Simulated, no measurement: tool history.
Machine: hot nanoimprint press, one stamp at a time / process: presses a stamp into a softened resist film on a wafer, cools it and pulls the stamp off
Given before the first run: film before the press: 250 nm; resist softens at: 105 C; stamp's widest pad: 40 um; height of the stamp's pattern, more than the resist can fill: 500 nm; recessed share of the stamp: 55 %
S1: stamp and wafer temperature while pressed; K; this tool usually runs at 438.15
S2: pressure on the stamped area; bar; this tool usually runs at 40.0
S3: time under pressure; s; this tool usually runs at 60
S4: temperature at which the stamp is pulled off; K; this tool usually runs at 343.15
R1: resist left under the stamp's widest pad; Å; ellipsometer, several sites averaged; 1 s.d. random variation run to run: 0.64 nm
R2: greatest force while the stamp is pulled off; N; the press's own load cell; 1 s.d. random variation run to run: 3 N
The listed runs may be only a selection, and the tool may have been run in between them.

| run | hour | S1 | S2 | S3 | S4 | R1 | R2 |
|---|---|---|---|---|---|---|---|
| 1 | 0.0 | 438.15 | 40.0 | 60 | 343.15 | 1269 | 181 |
| 2 | 27.2 | 438.15 | 40.0 | 60 | 343.15 | 1271 | 177 |
| 3 | 45.9 | 438.15 | 55.7 | 60 | 343.15 | 1094 | 179 |
| 4 | 67.1 | 438.15 | 55.7 | 60 | 343.15 | 1072 | 187 |
| 5 | 89.7 | 438.15 | 40.0 | 60 | 343.15 | 1269 | 190 |
| 6 | 112.6 | 438.15 | 40.0 | 60 | 343.15 | 1260 | 183 |
| 7 | 148.1 | 438.15 | 40.0 | 60 | 348.15 | 1266 | 174 |
|  | 164.1 | stamp cleaned and given a new release coat |
| 8 | 178.6 | 438.15 | 40.0 | 60 | 348.15 | 1252 | 132 |
| 9 | 202.2 | 438.15 | 40.0 | 60 | 350.15 | 1258 | 129 |
| 10 | 237.0 | 438.15 | 40.0 | 60 | 350.15 | 1245 | 126 |
| 11 | 262.3 | 438.15 | 40.0 | 110 | 350.15 | 998 | 131 |
| 12 | 276.6 | 438.15 | 40.0 | 110 | 350.15 | 1013 | 133 |
| 13 | 311.0 | 438.15 | 40.0 | 73 | 350.15 | 1170 | 136 |
| 14 | 339.7 | 437.15 | 40.0 | 60 | 343.15 | 1292 | 157 |
| 15 | 361.8 | 437.15 | 40.0 | 60 | 343.15 | 1272 | 161 |
| 16 | 379.4 | 437.15 | 40.0 | 60 | 343.15 | 1277 | 161 |
| 17 | 405.2 | 441.15 | 40.3 | 92 | 348.15 | 964 | 151 |
| 18 | 437.5 | 441.15 | 40.3 | 92 | 348.15 | 963 | 159 |
| 19 | 471.4 | 437.15 | 43.7 | 64 | 347.15 | 1197 | 156 |
| 20 | 505.9 | 433.15 | 40.0 | 60 | 339.15 | 1447 | 178 |
| 21 | 539.5 | 433.15 | 40.0 | 60 | 339.15 | 1432 | 185 |
| 22 | 556.9 | 433.15 | 40.0 | 60 | 339.15 | 1431 | 186 |
| 23 | 591.7 | 442.15 | 40.0 | 87 | 343.15 | 949 | 181 |
| 24 | 615.9 | 438.15 | 28.4 | 63 | 343.15 | 1415 | 177 |
| 25 | 634.2 | 438.15 | 28.4 | 63 | 343.15 | 1406 | 183 |
| 26 | 664.2 | 438.15 | 28.4 | 63 | 343.15 | 1404 | 184 |
| 27 | 694.6 | 438.15 | 40.0 | 50 | 343.15 | 1294 | 182 |
| 28 | 718.8 | 438.15 | 40.0 | 50 | 343.15 | 1311 | 188 |
|  | 733.3 | stamp cleaned and given a new release coat |
| 29 | 752.0 | 436.15 | 40.0 | 60 | 333.15 | 1293 | 170 |

Branching from run 29: 5 alternative next runs. What would each branch give?
| A | 777.5 | 438.15 | 40.0 | 100 | 343.15 | ? | ? |
| B | 777.5 | 438.15 | 40.0 | 60 | 338.15 | ? | ? |
| C | 777.5 | 434.15 | 42.2 | 60 | 330.15 | ? | ? |
| D | 777.5 | 438.15 | 40.0 | 34 | 343.15 | ? | ? |
| E | 777.5 | 445.15 | 40.0 | 60 | 343.15 | ? | ? |

| run | R1 | R2 |
|---|---|---|
| A | 1023 | 134 |
| B | 1213 | 155 |
| C | 1332 | 168 |
| D | 1468 | 142 |
| E | 988 | 136 |
The same runs, with their run-to-run variation unchanged, on a tool lacking any hidden condition would have given:
| run | R1 | R2 |
|---|---|---|
| A | 1092 | 135 |
| B | 1289 | 156 |
| C | 1416 | 168 |
| D | 1549 | 143 |
| E | 1047 | 137 |
